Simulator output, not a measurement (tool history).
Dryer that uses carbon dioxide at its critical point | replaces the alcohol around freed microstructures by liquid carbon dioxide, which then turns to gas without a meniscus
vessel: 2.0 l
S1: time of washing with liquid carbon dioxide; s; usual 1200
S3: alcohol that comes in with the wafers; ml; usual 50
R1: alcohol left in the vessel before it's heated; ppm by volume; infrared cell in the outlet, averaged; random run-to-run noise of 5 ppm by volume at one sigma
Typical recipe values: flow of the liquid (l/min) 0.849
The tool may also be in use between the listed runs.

{"run": 1, "hour": 0.0, "S1": 1200, "flow of the liquid (l/min)": 0.849, "S3": 50, "R1": 158}
{"run": 2, "hour": 31.0, "S1": 1200, "flow of the liquid (l/min)": 0.849, "S3": 50, "R1": 154}
{"run": 3, "hour": 65.0, "S1": 1200, "flow of the liquid (l/min)": 0.849, "S3": 50, "R1": 174}
{"run": 4, "hour": 104.6, "S1": 1200, "flow of the liquid (l/min)": 0.849, "S3": 50, "R1": 181}
{"run": 5, "hour": 174.0, "S1": 1200, "flow of the liquid (l/min)": 0.849, "S3": 50, "R1": 197}
{"run": 6, "hour": 216.4, "S1": 1200, "flow of the liquid (l/min)": 0.849, "S3": 50, "R1": 209}
{"run": 7, "hour": 259.9, "S1": 1200, "flow of the liquid (l/min)": 0.849, "S3": 50, "R1": 155}
{"run": 8, "hour": 330.8, "S1": 1200, "flow of the liquid (l/min)": 0.849, "S3": 50, "R1": 197}
{"run": 9, "hour": 381.2, "S1": 960, "flow of the liquid (l/min)": 0.849, "S3": 50, "R1": 305}
{"run": 10, "hour": 414.9, "S1": 960, "flow of the liquid (l/min)": 0.849, "S3": 50, "R1": 326}
{"run": 11, "hour": 485.4, "S1": 960, "flow of the liquid (l/min)": 0.849, "S3": 50, "R1": 364}
{"run": 12, "hour": 546.9, "S1": 1200, "flow of the liquid (l/min)": 0.849, "S3": 50, "R1": 238}
{"run": 13, "hour": 588.2, "S1": 1200, "flow of the liquid (l/min)": 0.849, "S3": 50, "R1": 260}
{"run": 14, "hour": 622.5, "S1": 1200, "flow of the liquid (l/min)": 0.857, "S3": 50, "R1": 207}
{"run": 15, "hour": 692.9, "S1": 1200, "flow of the liquid (l/min)": 0.857, "S3": 50, "R1": 212}
{"run": 16, "hour": 748.6, "S1": 1200, "flow of the liquid (l/min)": 0.857, "S3": 50, "R1": 218}
{"run": 17, "hour": 805.5, "S1": 1200, "flow of the liquid (l/min)": 0.857, "S3": 50, "R1": 239}
{"run": 18, "hour": 869.9, "S1": 1200, "flow of the liquid (l/min)": 0.857, "S3": 50, "R1": 270}
{"run": 19, "hour": 917.4, "S1": 1200, "flow of the liquid (l/min)": 0.857, "S3": 50, "R1": 273}
{"run": 20, "hour": 981.5, "S1": 1200, "flow of the liquid (l/min)": 0.857, "S3": 50, "R1": 240}
{"run": 21, "hour": 1046.7, "S1": 1200, "flow of the liquid (l/min)": 0.857, "S3": 50, "R1": 250}
{"run": 22, "hour": 1094.0, "S1": 1200, "flow of the liquid (l/min)": 0.857, "S3": 50, "R1": 274}
{"run": 23, "hour": 1149.7, "S1": 1200, "flow of the liquid (l/min)": 0.857, "S3": 50, "R1": 293}
{"run": 24, "hour": 1221.5, "S1": 1860, "flow of the liquid (l/min)": 0.872, "S3": 94, "R1": 13}
{"run": 25, "hour": 1288.8, "S1": 900, "flow of the liquid (l/min)": 0.872, "S3": 105, "R1": 676}
{"run": 26, "hour": 1359.3, "S1": 720, "flow of the liquid (l/min)": 0.869, "S3": 28, "R1": 265}
{"run": 27, "hour": 1392.5, "S1": 720, "flow of the liquid (l/min)": 0.869, "S3": 28, "R1": 289}
{"run": 28, "hour": 1423.8, "S1": 960, "flow of the liquid (l/min)": 1.004, "S3": 84, "R1": 126}
{"run": 29, "hour": 1455.4, "S1": 1200, "flow of the liquid (l/min)": 0.573, "S3": 93, "R1": 706}
{"run": 30, "hour": 1506.1, "S1": 1320, "flow of the liquid (l/min)": 0.874, "S3": 50, "R1": 60}
{"run": 31, "hour": 1565.1, "S1": 1200, "flow of the liquid (l/min)": 0.849, "S3": 31, "R1": 85}
{"run": 32, "hour": 1608.1, "S1": 840, "flow of the liquid (l/min)": 0.849, "S3": 81, "R1": 759}
{"run": 33, "hour": 1673.6, "S1": 1800, "flow of the liquid (l/min)": 0.659, "S3": 50, "R1": 65}
{"run": 34, "hour": 1719.9, "S1": 1200, "flow of the liquid (l/min)": 1.273, "S3": 50, "R1": 48}
{"run": 35, "hour": 1784.0, "S1": 1800, "flow of the liquid (l/min)": 0.545, "S3": 50, "R1": 122}
{"run": 36, "hour": 1829.3, "S1": 780, "flow of the liquid (l/min)": 0.956, "S3": 111, "R1": 641}
{"run": 37, "hour": 1891.8, "S1": 1800, "flow of the liquid (l/min)": 0.573, "S3": 50, "R1": 132}
{"run": 38, "hour": 1960.2, "S1": 780, "flow of the liquid (l/min)": 0.849, "S3": 79, "R1": 954}
{"run": 39, "hour": 2032.1, "S1": 1200, "flow of the liquid (l/min)": 1.289, "S3": 28, "R1": 100}
{"run": 40, "hour": 2073.1, "S1": 1380, "flow of the liquid (l/min)": 0.576, "S3": 35, "R1": 197}
{"run": 41, "hour": 2108.9, "S1": 1380, "flow of the liquid (l/min)": 0.576, "S3": 25, "R1": 174}
{"run": 42, "hour": 2152.2, "S1": 840, "flow of the liquid (l/min)": 0.849, "S3": 70, "R1": 498}
{"run": 43, "hour": 2217.2, "S1": 1800, "flow of the liquid (l/min)": 0.831, "S3": 37, "R1": 107}
{"run": 44, "hour": 2251.3, "S1": 1020, "flow of the liquid (l/min)": 1.117, "S3": 26, "R1": 119}
{"run": 45, "hour": 2319.1, "S1": 1020, "flow of the liquid (l/min)": 1.118, "S3": 99, "R1": 193}
{"run": 46, "hour": 2381.0, "S1": 1020, "flow of the liquid (l/min)": 1.118, "S3": 99, "R1": 208}

The log once held 7 entries between its listed runs, left out of this copy. Where does each go, and what is different about the tool's unlogged condition between the listed run before it and the listed run after it?
Runs 6 to 7: inlet filter changed (hour 250.6)
  flow that reaches the vessel past the clogged filter, %: 84.1 -> 99.5; alcohol in the recycled carbon dioxide, ppm: 134 -> 138.1
  measured less the result without the state, R1: +187 -> +133 ppm by volume
Runs 13 to 14: inlet filter changed (hour 605)
  flow that reaches the vessel past the clogged filter, %: 84.1 -> 99; alcohol in the recycled carbon dioxide, ppm: 171.5 -> 174.9
  measured less the result without the state, R1: +225 -> +174 ppm by volume
Runs 19 to 20: inlet filter changed (hour 959.8)
  flow that reaches the vessel past the clogged filter, %: 85.4 -> 98.3; alcohol in the recycled carbon dioxide, ppm: 204.1 -> 210.7
  measured less the result without the state, R1: +243 -> +206 ppm by volume
Runs 23 to 24: purifier's bed changed (hour 1198.4)
  flow that reaches the vessel past the clogged filter, %: 90.5 -> 87.1; alcohol in the recycled carbon dioxide, ppm: 227.5 -> 9.6
  measured less the result without the state, R1: +250 -> +7 ppm by volume
Runs 25 to 26: inlet filter changed (hour 1317.5)
  flow that reaches the vessel past the clogged filter, %: 84.1 -> 97.4; alcohol in the recycled carbon dioxide, ppm: 16.4 -> 23.5
  measured less the result without the state, R1: +380 -> +43 ppm by volume
Runs 32 to 33: inlet filter changed (hour 1673.6)
  flow that reaches the vessel past the clogged filter, %: 85.4 -> 99.7; alcohol in the recycled carbon dioxide, ppm: 47.7 -> 54
  measured less the result without the state, R1: +396 -> +49 ppm by volume
Runs 38 to 39: inlet filter changed (hour 2032.1)
  flow that reaches the vessel past the clogged filter, %: 86.2 -> 99.8; alcohol in the recycled carbon dioxide, ppm: 83.2 -> 90.4
  measured less the result without the state, R1: +472 -> +87 ppm by volume
